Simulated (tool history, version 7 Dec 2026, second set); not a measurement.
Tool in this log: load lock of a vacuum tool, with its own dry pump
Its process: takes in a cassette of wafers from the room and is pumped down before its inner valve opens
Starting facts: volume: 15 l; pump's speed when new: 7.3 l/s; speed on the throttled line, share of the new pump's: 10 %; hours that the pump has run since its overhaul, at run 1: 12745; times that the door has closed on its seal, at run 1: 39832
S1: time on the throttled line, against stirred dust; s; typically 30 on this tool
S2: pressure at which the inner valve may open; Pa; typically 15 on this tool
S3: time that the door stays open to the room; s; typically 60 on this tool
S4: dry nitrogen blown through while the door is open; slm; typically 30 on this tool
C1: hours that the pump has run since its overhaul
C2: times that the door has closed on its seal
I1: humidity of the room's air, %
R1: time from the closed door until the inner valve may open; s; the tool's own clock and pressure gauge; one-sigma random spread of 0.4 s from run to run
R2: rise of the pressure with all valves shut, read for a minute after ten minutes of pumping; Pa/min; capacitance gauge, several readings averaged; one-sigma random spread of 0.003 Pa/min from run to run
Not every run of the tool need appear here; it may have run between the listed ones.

run,hour,S1,S2,S3,S4,C1,C2,I1,R1,R2
1,0.0,30,15,60,30,12745,39832,48.4,46.6,0.427
2,142.1,30,15,60,30,12887,40411,47.4,47.0,0.434
3,400.4,30,15,60,30,13145,41462,51.2,47.1,0.452
4,584.3,30,15,60,30,13329,42210,44.4,46.9,0.454
5,887.0,30,15,60,30,13632,43442,43.1,47.3,0.474
6,1206.4,30,15,60,30,13951,44742,45.7,47.2,0.498
7,1383.0,30,19,60,30,14128,45460,43.5,46.5,0.503
8,1579.3,30,15,35,30,14324,46259,44.6,46.9,0.519
9,1780.5,30,15,35,30,14525,47078,49.3,47.1,0.526
10,2082.2,30,12,190,30,14827,48306,47.4,48.2,0.575
11,2367.4,30,18,179,5,15112,49466,42.4,46.3,0.636
12,2570.9,57,12,60,30,15315,50294,45.8,72.1,0.601
13,2888.1,57,12,60,30,15633,51585,43.8,71.2,0.612
14,3028.9,33,26,62,28,15773,52158,44.1,48.5,0.618
15,3287.9,23,26,54,28,16032,53212,46.6,39.4,0.636
16,3471.4,30,15,54,30,16216,53959,47.0,47.9,0.659
17,3629.8,30,15,54,7,16374,54603,42.0,48.3,0.689

How would selected steps in R1 from run to run divide? Give the signed amount a tool lacking its hidden state would still show from settings, what came in and random variation, and the signed amount left for the hidden state, including any gauge scatter that is not in both of the compared results.
The tool's hidden condition here consists of: pump's speed, % of a new pump's; leak at the door's seal, Pa l/s; drift of the gauge itself on ready_s, %; drift of the gauge itself on rise_pa_min, %.
Run 11 -> 12: S1 30 -> 57, S2 18 -> 12, S3 179 -> 60, S4 5 -> 30. R1 +25.8 s: hidden state -0.3, all else +26.1.
